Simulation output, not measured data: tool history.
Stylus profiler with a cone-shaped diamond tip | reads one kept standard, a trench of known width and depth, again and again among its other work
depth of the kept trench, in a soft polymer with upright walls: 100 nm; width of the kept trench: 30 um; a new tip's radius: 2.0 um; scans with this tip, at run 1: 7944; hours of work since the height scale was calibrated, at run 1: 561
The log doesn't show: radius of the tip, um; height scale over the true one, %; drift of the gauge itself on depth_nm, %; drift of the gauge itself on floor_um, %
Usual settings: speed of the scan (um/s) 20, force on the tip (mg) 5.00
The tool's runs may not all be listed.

run   hour  speed of the scan (um/s)  force on the tip (mg)  scans with this tip  hours of work since the height scale was calibrated  depth of the trench (Å)  width of the trench's floor (µm)
  1    0.0                        20                   5.00                 7944                                                  561                  1014.38                             28.70
  2   11.5                        20                   5.00                 8031                                                  568                  1014.26                             28.68
  3   24.6                        20                   5.00                 8130                                                  575                  1014.13                             28.67
  4   39.9                        20                   5.00                 8246                                                  583                  1014.17                             28.70
  5   53.7                        20                   5.00                 8351                                                  590                  1014.13                             28.69
  6   60.6                        20                   5.00                 8403                                                  594                  1014.31                             28.68
  7   69.9                        20                   5.00                 8474                                                  599                  1014.40                             28.65
  8   81.9                        20                   5.00                 8565                                                  605                  1014.31                             28.71
  9   91.8                        20                   3.43                 8640                                                  611                  1010.99                             28.70
 10   98.4                        20                   3.43                 8690                                                  614                  1011.10                             28.66
 11  108.8                        20                   3.43                 8769                                                  620                  1010.93                             28.67
 12  117.9                        20                   3.43                 8838                                                  625                  1011.02                             28.70
 13  129.6                        20                   3.43                 8926                                                  631                  1011.17                             28.66
 14  141.3                        20                   3.43                 9015                                                  637                  1011.03                             28.65
 15  152.6                        49                   4.15                 9101                                                  643                  1012.61                             28.55
 16  166.5                        76                   6.48                 9206                                                  651                  1016.83                             28.58
 17  174.2                        20                   8.77                 9265                                                  655                  1020.86                             28.72
 18  187.3                        20                   8.77                 9364                                                  662                  1020.80                             28.68
 19  198.7                        20                   8.77                 9450                                                  668                  1020.73                             28.72
 20  214.9                        76                   2.89                 9573                                                  677                  1009.91                             28.44
 21  230.1                        12                   6.11                 9688                                                  685                  1016.25                             28.70
 22  241.2                        55                  14.05                 9773                                                  691                  1028.60                             28.65
     244.3  -- new tip fitted, height scale calibrated
 23  252.2                        33                   5.45                   60                                                    4                  1015.02                             28.66
 24  260.1                        33                   5.45                  120                                                    8                  1015.06                             28.68
 25  267.1                         9                   3.69                  173                                                   12                  1011.70                             28.74
 26  283.2                        20                   3.49                  295                                                   21                  1011.11                             28.66
 27  298.0                        16                   2.12                  407                                                   29                  1008.02                             28.70

3 ways to go on from here, each from the tool as it stands after run 27. What would each give?
  A  308.2                         5                   5.00                  485                                                   34                        ?                                 ?
  B  308.2                        16                   1.69                  485                                                   34                        ?                                 ?
  C  308.2                        20                   7.09                  485                                                   34                        ?                                 ?

run  depth of the trench (Å)  width of the trench's floor (µm)
  A                  1014.18                             28.74
  B                  1006.89                             28.65
  C                  1018.11                             28.70
Without the tool's hidden state the same runs would have given:
run  depth of the trench (Å)  width of the trench's floor (µm)
  A                  1014.18                             28.74
  B                  1006.89                             28.65
  C                  1018.11                             28.70
